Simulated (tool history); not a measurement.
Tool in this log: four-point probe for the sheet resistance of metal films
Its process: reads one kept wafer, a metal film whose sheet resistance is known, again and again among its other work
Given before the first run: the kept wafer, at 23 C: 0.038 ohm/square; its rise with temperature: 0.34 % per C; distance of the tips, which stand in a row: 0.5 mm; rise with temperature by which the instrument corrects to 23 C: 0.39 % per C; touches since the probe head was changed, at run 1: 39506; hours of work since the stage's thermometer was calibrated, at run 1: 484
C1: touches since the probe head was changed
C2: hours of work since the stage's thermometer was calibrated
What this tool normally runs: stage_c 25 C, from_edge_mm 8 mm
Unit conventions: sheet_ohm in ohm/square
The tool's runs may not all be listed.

Run 1, hour 0.0: usual settings; C1 39506; C2 484. Result: sheet_ohm 0.038029 ohm/square.
Run 2, hour 88.2: usual settings; C1 42868; C2 534. Result: sheet_ohm 0.038025 ohm/square.
Run 3, hour 157.3: usual settings; C1 45499; C2 573. Result: sheet_ohm 0.038038 ohm/square.
Run 4, hour 239.0: usual settings but from_edge_mm 14 mm; C1 48614; C2 619. Result: sheet_ohm 0.038007 ohm/square.
Run 5, hour 330.5: usual settings but stage_c 19 C; C1 52098; C2 671. Result: sheet_ohm 0.038147 ohm/square.
Run 6, hour 419.5: usual settings but from_edge_mm 21 mm; C1 55488; C2 721. Result: sheet_ohm 0.037988 ohm/square.
Run 7, hour 471.3: usual settings but from_edge_mm 21 mm; C1 57463; C2 750. Result: sheet_ohm 0.037999 ohm/square.
Run 8, hour 525.9: usual settings but from_edge_mm 21 mm; C1 59543; C2 781. Result: sheet_ohm 0.038005 ohm/square.
Run 9, hour 636.1: usual settings but from_edge_mm 21 mm; C1 63745; C2 843. Result: sheet_ohm 0.037999 ohm/square.
Run 10, hour 737.6: usual settings but from_edge_mm 12 mm; C1 67611; C2 901. Result: sheet_ohm 0.038032 ohm/square.
Run 11, hour 853.6: usual settings but stage_c 23 C, from_edge_mm 12 mm; C1 72032; C2 966. Result: sheet_ohm 0.038078 ohm/square.
Run 12, hour 919.5: usual settings but stage_c 23 C, from_edge_mm 12 mm; C1 74543; C2 1004. Result: sheet_ohm 0.038089 ohm/square.
Run 13, hour 983.3: usual settings but stage_c 23 C, from_edge_mm 12 mm; C1 76972; C2 1040. Result: sheet_ohm 0.038077 ohm/square.
Run 14, hour 1076.2: usual settings but from_edge_mm 18 mm; C1 80513; C2 1092. Result: sheet_ohm 0.038054 ohm/square.
Run 15, hour 1151.6: usual settings but from_edge_mm 18 mm; C1 83386; C2 1135. Result: sheet_ohm 0.038037 ohm/square.
Run 16, hour 1242.5: usual settings; C1 86850; C2 1186. Result: sheet_ohm 0.038133 ohm/square.
Run 17, hour 1309.9: usual settings; C1 89416; C2 1224. Result: sheet_ohm 0.038134 ohm/square.
Run 18, hour 1417.6: usual settings; C1 93520; C2 1285. Result: sheet_ohm 0.038124 ohm/square.
Run 19, hour 1483.6: usual settings; C1 96037; C2 1322. Result: sheet_ohm 0.038149 ohm/square.
Run 20, hour 1548.7: usual settings but stage_c 24 C, from_edge_mm 33 mm; C1 98515; C2 1359. Result: sheet_ohm 0.038078 ohm/square.
Run 21, hour 1615.3: usual settings but stage_c 32 C, from_edge_mm 13 mm; C1 101052; C2 1397. Result: sheet_ohm 0.038002 ohm/square.
Run 22, hour 1718.0: usual settings but from_edge_mm 18 mm; C1 104966; C2 1455. Result: sheet_ohm 0.038096 ohm/square.
Run 23, hour 1780.9: usual settings but from_edge_mm 18 mm; C1 107364; C2 1491. Result: sheet_ohm 0.038101 ohm/square.
Run 24, hour 1861.9: usual settings but stage_c 29 C, from_edge_mm 5 mm; C1 110449; C2 1536. Result: sheet_ohm 0.038236 ohm/square.
At hour 1871.6: stage's thermometer calibrated.
Run 25, hour 1912.3: usual settings but stage_c 27 C, from_edge_mm 60 mm; C1 112349; C2 23. Result: sheet_ohm 0.038013 ohm/square.
Run 26, hour 1982.8: usual settings but stage_c 27 C, from_edge_mm 60 mm; C1 115037; C2 63. Result: sheet_ohm 0.038035 ohm/square.
Run 27, hour 2094.7: usual settings but stage_c 31 C, from_edge_mm 6 mm; C1 119301; C2 126. Result: sheet_ohm 0.038156 ohm/square.
Run 28, hour 2150.1: usual settings but stage_c 24 C; C1 121413; C2 157. Result: sheet_ohm 0.038176 ohm/square.
Run 29, hour 2252.1: usual settings but stage_c 19 C, from_edge_mm 7 mm; C1 125300; C2 215. Result: sheet_ohm 0.038301 ohm/square.
At hour 2315.9: stage's thermometer calibrated, once more.
Run 30, hour 2328.2: usual settings but stage_c 19 C, from_edge_mm 12 mm; C1 128180; C2 7. Result: sheet_ohm 0.038333 ohm/square.
Run 31, hour 2380.3: usual settings but stage_c 30 C, from_edge_mm 69 mm; C1 130166; C2 36. Result: sheet_ohm 0.038134 ohm/square.
Run 32, hour 2433.1: usual settings but stage_c 31 C, from_edge_mm 29 mm; C1 132174; C2 66. Result: sheet_ohm 0.038130 ohm/square.
Run 33, hour 2530.1: usual settings but stage_c 30 C; C1 135873; C2 121. Result: sheet_ohm 0.038248 ohm/square.
Run 34, hour 2594.7: usual settings but stage_c 33 C, from_edge_mm 27 mm; C1 138332; C2 158. Result: sheet_ohm 0.038116 ohm/square.
Run 35, hour 2695.7: usual settings but stage_c 33 C, from_edge_mm 27 mm; C1 142184; C2 215. Result: sheet_ohm 0.038125 ohm/square.

Across each entry between runs, compare the hidden state at the last listed run before it with the hidden state at the first listed run after it:
In the gap between runs 24 and 25: stage's thermometer calibrated (hour 1871.6)
  inner tips' distance over the nominal, %: 0.452 -> 0.465; wafer's true temperature over the reading, C: -0.46 -> -0.75
  measured less the result without the state, sheet_ohm: +0.000127 -> +0.000094 ohm/square
In the gap between runs 29 and 30: stage's thermometer calibrated, once more (hour 2315.9)
  inner tips' distance over the nominal, %: 0.549 -> 0.569; tips' flats over new ones', %: 36 -> 37; wafer's true temperature over the reading, C: -0.8 -> 0.08
  measured less the result without the state, sheet_ohm: +0.000120 -> +0.000244 ohm/square
